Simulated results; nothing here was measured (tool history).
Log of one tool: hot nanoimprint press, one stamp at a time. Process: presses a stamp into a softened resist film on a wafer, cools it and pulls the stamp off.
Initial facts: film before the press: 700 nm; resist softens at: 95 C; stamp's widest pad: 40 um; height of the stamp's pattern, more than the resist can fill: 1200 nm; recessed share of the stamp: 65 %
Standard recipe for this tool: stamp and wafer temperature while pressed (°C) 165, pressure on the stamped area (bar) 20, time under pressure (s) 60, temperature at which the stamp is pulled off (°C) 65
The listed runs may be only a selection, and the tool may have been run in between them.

| run | hour | stamp and wafer temperature while pressed (°C) | pressure on the stamped area (bar) | time under pressure (s) | temperature at which the stamp is pulled off (°C) | resist left under the stamp's widest pad (Å) | greatest force while the stamp is pulled off (N) |
|---|---|---|---|---|---|---|---|
| 1 | 0 | 165 | 20 | 60 | 65 | 4178 | 169 |
|  | 14.2 | stamp cleaned and given a new release coat |
| 2 | 45 | 165 | 20 | 60 | 65 | 4177 | 135 |
| 3 | 94.1 | 165 | 20 | 60 | 65 | 4193 | 136 |
| 4 | 131.3 | 165 | 20 | 60 | 61 | 4215 | 157 |
| 5 | 182.9 | 165 | 20 | 60 | 65 | 4197 | 152 |
| 6 | 236 | 165 | 20 | 60 | 65 | 4252 | 158 |
| 7 | 275.5 | 165 | 20 | 51 | 65 | 4452 | 161 |
| 8 | 333.9 | 165 | 20 | 51 | 65 | 4479 | 168 |
|  | 342.3 | plate thermocouple calibrated |
|  | 348.3 | stamp cleaned and given a new release coat |
| 9 | 392.5 | 165 | 20 | 51 | 65 | 4518 | 132 |
| 10 | 420.9 | 165 | 20 | 51 | 65 | 4513 | 141 |
| 11 | 487.9 | 165 | 20 | 60 | 65 | 4343 | 149 |
| 12 | 519.6 | 161 | 20 | 60 | 65 | 4965 | 146 |
| 13 | 581 | 172 | 20 | 102 | 70 | 2723 | 141 |
|  | 652.1 | press's hydraulic seals changed and the load cell set to zero |
| 14 | 654.1 | 173 | 21.6 | 104 | 67 | 2434 | 163 |
|  | 687.4 | stamp cleaned and given a new release coat |
| 15 | 722.5 | 162 | 18 | 60 | 65 | 4907 | 135 |
|  | 735.9 | plate thermocouple calibrated, once more |
| 16 | 790.8 | 167 | 14.8 | 58 | 54 | 4323 | 178 |
| 17 | 841.4 | 174 | 29.9 | 110 | 52 | 1813 | 190 |
| 18 | 906.3 | 165 | 20 | 72 | 65 | 3884 | 149 |
| 19 | 965.2 | 173 | 20 | 68 | 64 | 2827 | 164 |
| 20 | 1012 | 165 | 20 | 42 | 51 | 4502 | 222 |
|  | 1020.9 | stamp cleaned and given a new release coat |
| 21 | 1048.2 | 165 | 27.7 | 91 | 62 | 3068 | 140 |
| 22 | 1092.4 | 155 | 20 | 45 | 65 | 5938 | 134 |
| 23 | 1138.8 | 155 | 13.3 | 45 | 65 | 6335 | 142 |
| 24 | 1186.8 | 158 | 31 | 60 | 54 | 4572 | 176 |

Alternative continuations, all from the tool just after run 24; predict every row:
| A | 1218.2 | 155 | 20 | 44 | 66 | ? | ? |
| B | 1218.2 | 166 | 20 | 60 | 65 | ? | ? |
| C | 1218.2 | 161 | 31 | 84 | 54 | ? | ? |
| D | 1218.2 | 160 | 20 | 60 | 70 | ? | ? |

| run | resist left under the stamp's widest pad (Å) | greatest force while the stamp is pulled off (N) |
|---|---|---|
| A | 5917 | 148 |
| B | 3978 | 146 |
| C | 3626 | 187 |
| D | 4971 | 136 |
Without the tool's hidden state the same runs would have given:
| run | resist left under the stamp's widest pad (Å) | greatest force while the stamp is pulled off (N) |
|---|---|---|
| A | 5881 | 125 |
| B | 3927 | 123 |
| C | 3555 | 159 |
| D | 4920 | 115 |
